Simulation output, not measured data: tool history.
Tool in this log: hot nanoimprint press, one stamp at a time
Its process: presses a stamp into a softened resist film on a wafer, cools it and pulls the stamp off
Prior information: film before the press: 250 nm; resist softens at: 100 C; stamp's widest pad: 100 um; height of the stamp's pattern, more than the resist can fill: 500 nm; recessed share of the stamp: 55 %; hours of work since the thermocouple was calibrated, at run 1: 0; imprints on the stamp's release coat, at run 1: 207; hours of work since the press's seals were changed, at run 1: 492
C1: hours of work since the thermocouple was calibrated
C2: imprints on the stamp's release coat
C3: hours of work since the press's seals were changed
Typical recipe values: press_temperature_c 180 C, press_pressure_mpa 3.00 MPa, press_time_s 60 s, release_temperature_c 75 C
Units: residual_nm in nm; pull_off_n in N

Run 1, hour 0.0: usual settings; C1 0; C2 207; C3 492. Result: residual_nm 134.4 nm, pull_off_n 116 N.
Run 2, hour 45.9: usual settings; C1 20; C2 292; C3 512. Result: residual_nm 135.4 nm, pull_off_n 108 N.
Run 3, hour 79.0: usual settings; C1 34; C2 353; C3 526. Result: residual_nm 134.8 nm, pull_off_n 112 N.
Run 4, hour 107.4: usual settings; C1 46; C2 405; C3 538. Result: residual_nm 134.7 nm, pull_off_n 117 N.
Run 5, hour 156.5: usual settings; C1 67; C2 496; C3 559. Result: residual_nm 134.0 nm, pull_off_n 113 N.
Run 6, hour 179.2: usual settings but press_time_s 35 s; C1 77; C2 538; C3 569. Result: residual_nm 159.1 nm, pull_off_n 112 N.
At hour 192.2: press's hydraulic seals changed and the load cell set to zero.
Run 7, hour 220.4: usual settings but press_time_s 35 s; C1 91; C2 599; C3 12. Result: residual_nm 158.3 nm, pull_off_n 114 N.
Run 8, hour 272.4: usual settings; C1 114; C2 695; C3 34. Result: residual_nm 136.5 nm, pull_off_n 116 N.
Run 9, hour 314.1: usual settings but release_temperature_c 80 C; C1 132; C2 772; C3 52. Result: residual_nm 135.3 nm, pull_off_n 107 N.
Run 10, hour 356.6: usual settings but release_temperature_c 80 C; C1 150; C2 850; C3 71. Result: residual_nm 135.3 nm, pull_off_n 104 N.
Run 11, hour 410.3: usual settings but release_temperature_c 80 C; C1 173; C2 950; C3 94. Result: residual_nm 136.2 nm, pull_off_n 105 N.
Run 12, hour 440.6: usual settings but release_temperature_c 80 C; C1 186; C2 1005; C3 107. Result: residual_nm 136.6 nm, pull_off_n 101 N.
Run 13, hour 493.1: usual settings but release_temperature_c 80 C; C1 208; C2 1102; C3 129. Result: residual_nm 135.6 nm, pull_off_n 104 N.
Run 14, hour 523.9: usual settings but press_time_s 46 s; C1 222; C2 1159; C3 143. Result: residual_nm 148.7 nm, pull_off_n 113 N.
Run 15, hour 566.2: usual settings; C1 240; C2 1237; C3 161. Result: residual_nm 135.6 nm, pull_off_n 119 N.
Run 16, hour 603.0: usual settings but press_temperature_c 170 C, press_pressure_mpa 3.64 MPa, press_time_s 43 s; C1 256; C2 1305; C3 176. Result: residual_nm 174.2 nm, pull_off_n 114 N.
Run 17, hour 645.6: usual settings but press_temperature_c 170 C, press_pressure_mpa 3.64 MPa, press_time_s 43 s; C1 274; C2 1384; C3 195. Result: residual_nm 174.3 nm, pull_off_n 112 N.
Run 18, hour 671.9: usual settings but press_pressure_mpa 3.95 MPa, press_time_s 64 s; C1 285; C2 1432; C3 206. Result: residual_nm 116.3 nm, pull_off_n 112 N.
Run 19, hour 703.9: usual settings but press_temperature_c 170 C, press_time_s 77 s, release_temperature_c 79 C; C1 299; C2 1491; C3 220. Result: residual_nm 161.7 nm, pull_off_n 104 N.
Run 20, hour 753.1: usual settings but press_temperature_c 190 C, press_time_s 77 s, release_temperature_c 79 C; C1 320; C2 1582; C3 241. Result: residual_nm 98.4 nm, pull_off_n 107 N.
Run 21, hour 803.8: usual settings but press_temperature_c 190 C, press_time_s 77 s, release_temperature_c 79 C; C1 342; C2 1675; C3 263. Result: residual_nm 97.3 nm, pull_off_n 105 N.
At hour 820.5: plate thermocouple calibrated.
Run 22, hour 837.2: usual settings but press_temperature_c 190 C, press_time_s 77 s, release_temperature_c 79 C; C1 7; C2 1732; C3 276. Result: residual_nm 98.0 nm, pull_off_n 108 N.
Run 23, hour 866.7: usual settings but press_temperature_c 177 C, press_pressure_mpa 2.32 MPa, press_time_s 81 s, release_temperature_c 79 C; C1 20; C2 1786; C3 288. Result: residual_nm 152.8 nm, pull_off_n 106 N.
Run 24, hour 920.8: usual settings but press_temperature_c 177 C, press_pressure_mpa 2.32 MPa, press_time_s 81 s, release_temperature_c 79 C; C1 43; C2 1886; C3 312. Result: residual_nm 152.1 nm, pull_off_n 113 N.
Run 25, hour 965.2: usual settings but press_temperature_c 177 C, press_pressure_mpa 2.32 MPa, press_time_s 81 s, release_temperature_c 79 C; C1 62; C2 1968; C3 331. Result: residual_nm 152.8 nm, pull_off_n 104 N.
Run 26, hour 996.9: usual settings but press_temperature_c 175 C, press_pressure_mpa 2.59 MPa, press_time_s 81 s, release_temperature_c 79 C; C1 76; C2 2026; C3 344. Result: residual_nm 153.6 nm, pull_off_n 109 N.
Run 27, hour 1026.3: usual settings but press_temperature_c 175 C, press_pressure_mpa 2.59 MPa, press_time_s 81 s, release_temperature_c 79 C; C1 88; C2 2080; C3 357. Result: residual_nm 152.8 nm, pull_off_n 107 N.
At hour 1052.5: stamp cleaned and given a new release coat.
Run 28, hour 1083.6: usual settings but press_temperature_c 175 C, press_pressure_mpa 2.59 MPa, press_time_s 81 s, release_temperature_c 79 C; C1 110; C2 57; C3 379. Result: residual_nm 152.9 nm, pull_off_n 105 N.
Run 29, hour 1133.9: usual settings but press_temperature_c 176 C, press_pressure_mpa 1.92 MPa; C1 132; C2 150; C3 401. Result: residual_nm 181.7 nm, pull_off_n 111 N.
Run 30, hour 1162.6: usual settings but press_time_s 46 s; C1 144; C2 203; C3 413. Result: residual_nm 149.7 nm, pull_off_n 112 N.

Below are 4 alternative next runs, each starting from the tool's condition after run 30. Predict each:
Run A, hour 1186.7: usual settings but press_pressure_mpa 3.26 MPa, press_time_s 59 s, release_temperature_c 78 C; C1 155; C2 247; C3 423. Result: residual_nm ?, pull_off_n ?.
Run B, hour 1186.7: usual settings but press_time_s 46 s, release_temperature_c 72 C; C1 155; C2 247; C3 423. Result: residual_nm ?, pull_off_n ?.
Run C, hour 1186.7: usual settings but press_time_s 46 s, release_temperature_c 82 C; C1 155; C2 247; C3 423. Result: residual_nm ?, pull_off_n ?.
Run D, hour 1186.7: usual settings but press_pressure_mpa 2.28 MPa; C1 155; C2 247; C3 423. Result: residual_nm ?, pull_off_n ?.

run  residual_nm  pull_off_n
  A        133.7         104
  B        147.6         115
  C        149.7         100
  D        156.3         111
Take away the tool's hidden state, keep each run's random variation, and the runs would have read:
run  residual_nm  pull_off_n
  A        130.4         104
  B        144.0         115
  C        146.1         100
  D        152.5         110

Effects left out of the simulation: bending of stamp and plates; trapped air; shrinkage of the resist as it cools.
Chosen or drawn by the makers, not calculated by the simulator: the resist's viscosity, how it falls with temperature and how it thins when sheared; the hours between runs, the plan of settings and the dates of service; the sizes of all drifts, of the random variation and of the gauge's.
